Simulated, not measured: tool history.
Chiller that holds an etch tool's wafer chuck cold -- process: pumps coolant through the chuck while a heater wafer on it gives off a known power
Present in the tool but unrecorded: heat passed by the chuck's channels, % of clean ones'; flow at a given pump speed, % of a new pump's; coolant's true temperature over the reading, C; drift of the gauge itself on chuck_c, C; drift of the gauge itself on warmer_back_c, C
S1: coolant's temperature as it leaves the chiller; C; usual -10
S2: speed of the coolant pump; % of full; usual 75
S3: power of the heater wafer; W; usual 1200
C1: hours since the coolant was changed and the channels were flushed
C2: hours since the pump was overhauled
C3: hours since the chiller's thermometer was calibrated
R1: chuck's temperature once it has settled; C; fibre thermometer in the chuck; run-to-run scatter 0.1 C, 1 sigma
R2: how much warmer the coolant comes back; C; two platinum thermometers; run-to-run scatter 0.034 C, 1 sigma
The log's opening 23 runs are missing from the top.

| run | hour | S1 | S2 | S3 | C1 | C2 | C3 | R1 | R2 |
|---|---|---|---|---|---|---|---|---|---|
| 24 | 947.5 | -11 | 76 | 1200 | 4371 | 2058 | 169 | 1.6 | 5.31 |
| 25 | 987.9 | -9 | 75 | 741 | 4411 | 2099 | 210 | -1.3 | 3.38 |
| 26 | 1039 | -9 | 75 | 741 | 4462 | 2150 | 261 | -1.2 | 3.36 |
| 27 | 1070 | -11 | 87 | 1448 | 4493 | 2181 | 292 | 2.4 | 5.63 |
| 28 | 1101.3 | -11 | 74 | 891 | 4525 | 2212 | 323 | -1.5 | 4.08 |
|  | 1119.8 | chiller's thermometer calibrated, once more |
| 29 | 1142.1 | -11 | 74 | 891 | 4564 | 2252 | 22 | -1.7 | 4.08 |
| 30 | 1169.7 | -11 | 94 | 725 | 4592 | 2280 | 50 | -4.9 | 2.56 |
| 31 | 1227.7 | -11 | 94 | 725 | 4650 | 2338 | 108 | -4.8 | 2.56 |
| 32 | 1275.6 | -11 | 94 | 725 | 4698 | 2386 | 156 | -5 | 2.59 |
| 33 | 1302.7 | -10 | 65 | 1200 | 4725 | 2413 | 183 | 4 | 6.32 |

3 options for the next run, each taken on its own from the tool as it stands now. Forecast them:
| A | 1354.8 | -17 | 84 | 1453 | 4777 | 2465 | 235 | ? | ? |
| B | 1354.8 | -10 | 75 | 755 | 4777 | 2465 | 235 | ? | ? |
| C | 1354.8 | -10 | 81 | 1300 | 4777 | 2465 | 235 | ? | ? |

| run | R1 | R2 |
|---|---|---|
| A | -3.3 | 5.86 |
| B | -2.2 | 3.42 |
| C | 2.6 | 5.41 |
With no hidden state in the tool, these same runs would have given:
| run | R1 | R2 |
|---|---|---|
| A | -4.1 | 5.77 |
| B | -2.7 | 3.37 |
| C | 1.8 | 5.32 |
